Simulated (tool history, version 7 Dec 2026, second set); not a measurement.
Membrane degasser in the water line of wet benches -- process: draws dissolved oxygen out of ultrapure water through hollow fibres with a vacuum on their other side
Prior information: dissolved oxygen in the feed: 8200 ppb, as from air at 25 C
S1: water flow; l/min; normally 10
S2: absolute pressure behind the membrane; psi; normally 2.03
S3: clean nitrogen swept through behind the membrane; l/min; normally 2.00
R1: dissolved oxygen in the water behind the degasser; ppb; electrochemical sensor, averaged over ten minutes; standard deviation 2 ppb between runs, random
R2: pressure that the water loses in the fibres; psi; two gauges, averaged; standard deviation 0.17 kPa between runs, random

run	hour	S1	S2	S3	R1	R2
1	0.0	10	2.03	2.00	201.5	3.803
2	65.6	10	2.03	2.00	206.8	3.775
3	132.0	10	3.90	2.00	352.9	3.772
4	185.2	10	2.03	2.00	203.2	3.732
5	223.1	10	2.03	2.00	206.2	3.810
6	261.9	10	2.03	2.00	202.3	3.791
7	297.9	10	2.03	2.00	206.6	3.765
8	337.9	10	2.03	2.00	205.5	3.780
9	370.2	10	2.03	2.00	205.1	3.806
10	436.0	10	2.03	1.54	239.2	3.796
11	489.7	10	2.03	1.54	243.9	3.756
12	525.0	10	3.47	1.54	397.5	3.748
13	564.6	10	2.09	2.00	211.6	3.758
14	631.9	10	2.09	2.00	207.8	3.794
15	681.6	10	2.03	3.45	151.1	3.768
16	712.5	9	2.03	3.45	128.9	3.395

Run 17 comes next. What will it give?
17	776.2	7	1.28	1.76	?	?

Run 17 came out at R1 92.2 ppb, R2 2.667 psi.
On a tool with no hidden condition, and with the same random variation, this run would have come out at R1 86.9 ppb, R2 2.625 psi.

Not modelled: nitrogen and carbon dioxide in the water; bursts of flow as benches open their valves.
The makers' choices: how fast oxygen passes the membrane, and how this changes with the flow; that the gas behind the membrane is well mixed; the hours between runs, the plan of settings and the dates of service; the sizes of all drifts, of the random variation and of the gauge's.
